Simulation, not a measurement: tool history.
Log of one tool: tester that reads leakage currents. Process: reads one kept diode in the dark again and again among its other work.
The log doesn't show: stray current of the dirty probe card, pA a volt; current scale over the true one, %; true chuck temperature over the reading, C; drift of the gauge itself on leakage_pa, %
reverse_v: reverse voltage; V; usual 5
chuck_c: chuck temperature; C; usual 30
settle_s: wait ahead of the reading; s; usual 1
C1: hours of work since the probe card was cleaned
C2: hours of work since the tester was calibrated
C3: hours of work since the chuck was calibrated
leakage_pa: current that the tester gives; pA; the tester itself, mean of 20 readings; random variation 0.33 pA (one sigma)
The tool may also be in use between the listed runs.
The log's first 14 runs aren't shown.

{"run": 15, "hour": 418.1, "reverse_v": 3.85, "chuck_c": 30, "settle_s": 1, "C1": 1868, "C2": 253, "C3": 1395, "leakage_pa": 104.87}
{"hour": 423.3, "done": "probe card cleaned and baked"}
{"run": 16, "hour": 443.7, "reverse_v": 5, "chuck_c": 24, "settle_s": 1, "C1": 10, "C2": 264, "C3": 1405, "leakage_pa": 75.74}
{"run": 17, "hour": 469.5, "reverse_v": 5, "chuck_c": 24, "settle_s": 0.61, "C1": 22, "C2": 276, "C3": 1418, "leakage_pa": 76.68}
{"run": 18, "hour": 502.0, "reverse_v": 5, "chuck_c": 30, "settle_s": 0.67, "C1": 38, "C2": 292, "C3": 1434, "leakage_pa": 126.62}
{"run": 19, "hour": 538.7, "reverse_v": 5, "chuck_c": 41, "settle_s": 1, "C1": 56, "C2": 309, "C3": 1451, "leakage_pa": 310.7}
{"run": 20, "hour": 557.8, "reverse_v": 5, "chuck_c": 40, "settle_s": 1, "C1": 65, "C2": 319, "C3": 1461, "leakage_pa": 286.45}
{"hour": 578.7, "done": "probe card cleaned and baked, once more"}
{"run": 21, "hour": 600.1, "reverse_v": 5, "chuck_c": 30, "settle_s": 1, "C1": 10, "C2": 338, "C3": 1479, "leakage_pa": 118.33}
{"run": 22, "hour": 641.5, "reverse_v": 5, "chuck_c": 30, "settle_s": 1, "C1": 30, "C2": 358, "C3": 1499, "leakage_pa": 118.17}

Forecast run 23:
{"run": 23, "hour": 663.7, "reverse_v": 4.81, "chuck_c": 25, "settle_s": 0.46, "C1": 41, "C2": 368, "C3": 1510, "leakage_pa": "?"}

leakage_pa: 76.14 pA
Without the tool's hidden state the same run would have given leakage_pa 69.4 pA.
